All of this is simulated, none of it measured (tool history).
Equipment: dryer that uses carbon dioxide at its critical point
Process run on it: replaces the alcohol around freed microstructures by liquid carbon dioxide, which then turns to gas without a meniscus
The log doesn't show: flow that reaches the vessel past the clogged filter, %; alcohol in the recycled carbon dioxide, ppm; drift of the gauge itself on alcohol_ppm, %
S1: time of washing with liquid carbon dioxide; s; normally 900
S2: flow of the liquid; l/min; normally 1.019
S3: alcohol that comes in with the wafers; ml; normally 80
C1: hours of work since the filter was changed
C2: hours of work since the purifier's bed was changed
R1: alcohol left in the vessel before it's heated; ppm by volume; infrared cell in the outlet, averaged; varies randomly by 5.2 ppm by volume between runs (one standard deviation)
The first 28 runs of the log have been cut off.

run	hour	S1	S2	S3	C1	C2	R1
29	1292.4	900	0.690	80	294	395	1623
# hour 1334.2: inlet filter changed
30	1344.0	900	1.350	62	4	416	164
31	1380.3	900	1.350	62	19	431	182
32	1438.0	900	1.019	29	42	454	224
33	1482.4	1140	1.460	110	60	472	185
34	1507.7	900	1.019	56	71	483	272
35	1536.2	1200	1.710	25	82	494	192
36	1585.6	1200	1.710	25	102	514	211
37	1614.6	1200	1.710	25	114	526	201

Run 38, settings as shown, results not yet in. Your forecast:
38	1642.7	1200	1.710	25	126	538	?

Run 38 came out at R1 210 ppm by volume.
Minus the tool's unlogged condition, the same run would have read R1 4 ppm by volume.
